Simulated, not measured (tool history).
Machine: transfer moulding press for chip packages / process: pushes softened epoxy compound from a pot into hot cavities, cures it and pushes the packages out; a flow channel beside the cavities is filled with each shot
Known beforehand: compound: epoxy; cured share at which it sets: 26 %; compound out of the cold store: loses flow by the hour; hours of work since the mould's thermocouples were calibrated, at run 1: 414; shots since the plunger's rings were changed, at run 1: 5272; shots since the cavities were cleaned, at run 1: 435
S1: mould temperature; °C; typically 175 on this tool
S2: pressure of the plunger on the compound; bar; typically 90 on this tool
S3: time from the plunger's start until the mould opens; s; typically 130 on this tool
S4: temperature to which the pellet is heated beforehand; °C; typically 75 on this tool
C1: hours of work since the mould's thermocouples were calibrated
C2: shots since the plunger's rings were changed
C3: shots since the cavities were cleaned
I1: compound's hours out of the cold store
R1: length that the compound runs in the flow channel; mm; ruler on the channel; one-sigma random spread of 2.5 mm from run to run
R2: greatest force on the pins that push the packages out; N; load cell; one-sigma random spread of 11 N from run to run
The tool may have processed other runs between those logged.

run     day   S1     S2   S3  S4   C1    C2    C3    I1   R1    R2
  1       0  175     90  130  75  414  5272   435    32  623   816
  2   0.912  175     90  130  77  432  5529   692  22.2  663   992
  3   1.854  175     90  130  75  449  5794   957  45.1  557   955
      2.612  -- cavities cleaned with cleaning compound and waxed
      3.242  -- plunger's sealing rings changed
  4   3.338  175     90  130  75  474    27   175   9.7  771   793
  5   5.033  175     90  130  75  507   504   652  35.7  624   911
  6   6.517  175     90  165  75  535   922  1070  11.6  749   764
      6.879  -- cavities cleaned with cleaning compound and waxed
  7    7.55  175   90.5  165  75  554  1196   189  39.6  605   538
  8   8.508  168     90  130  75  572  1466   459  18.9  721  1416
  9   9.308  168     90  130  75  587  1691   684   8.6  788  1720
      9.771  -- mould's thermocouples calibrated
 10  10.683  175     90  130  71   17  2054  1047  19.6  695  1006
     11.083  -- cavities cleaned with cleaning compound and waxed
 11  11.496  175     90  130  75   32  2266   116  20.4  691   655
 12  12.954  175     90  130  75   59  2677   527  10.7  747   956
 13  14.633  175     90  130  75   91  3150  1000  22.7  677  1012
     15.212  -- cavities cleaned with cleaning compound and waxed
 14  15.838  175     90  130  75  113  3471   176  41.4  583   673
 15  16.862  175     90  141  75  133  3760   465    15  722   758
 16    18.4  175   88.8  130  66  162  4193   898  21.3  678  1041
     19.367  -- cavities cleaned with cleaning compound and waxed
 17  19.629  175   88.8  123  77  184  4521    74  15.6  705   720
 18  21.112  175   88.8  123  77  212  4939   492  13.1  717  1029
 19  22.025  179   81.7  120  73  230  5196   749  13.6  676   978
 20  23.362  179   69.3  120  77  255  5573  1126  30.7  544   932
     23.512  -- cavities cleaned with cleaning compound and waxed
 21  24.771  168   69.3  129  79  281  5952   355  38.5  529  1151
     25.529  -- plunger's sealing rings changed
 22  26.217  168   91.1  129  81  306   193   732  24.1  702  1460
 23  27.158  168     90  130  68  324   459   998  45.5  589  1467
     27.796  -- cavities cleaned with cleaning compound and waxed
 24  28.492  170     90  130  66  349   817   196  37.8  619   914
 25  29.379  183     90  130  72  365  1067   446    30  632   640
 26  30.088  175  107.6  125  75  379  1266   645  46.4  620   943
 27  31.525  180     90  130  75  406  1671  1050  46.8  558   819
     31.979  -- cavities cleaned with cleaning compound and waxed
 28  33.325  174     90  130  70  439  2161   379  37.8  609   860

4 options for the next run, each taken on its own from the tool as it stands now. Forecast them:
  A  35.058  169  90  130  70  472  2649  867  19.1   ?   ?
  B  35.058  174  90  139  66  472  2649  867    45   ?   ?
  C  35.058  168  90  112  70  472  2649  867  43.8   ?   ?
  D  35.058  174  90  130  75  472  2649  867  33.7   ?   ?

run   R1    R2
  A  710  1467
  B  574   903
  C  589  2041
  D  623  1024
Stripped of hidden state, with their random variation kept, the same runs would have yielded:
run   R1    R2
  A  721   771
  B  583   485
  C  598  1085
  D  633   546
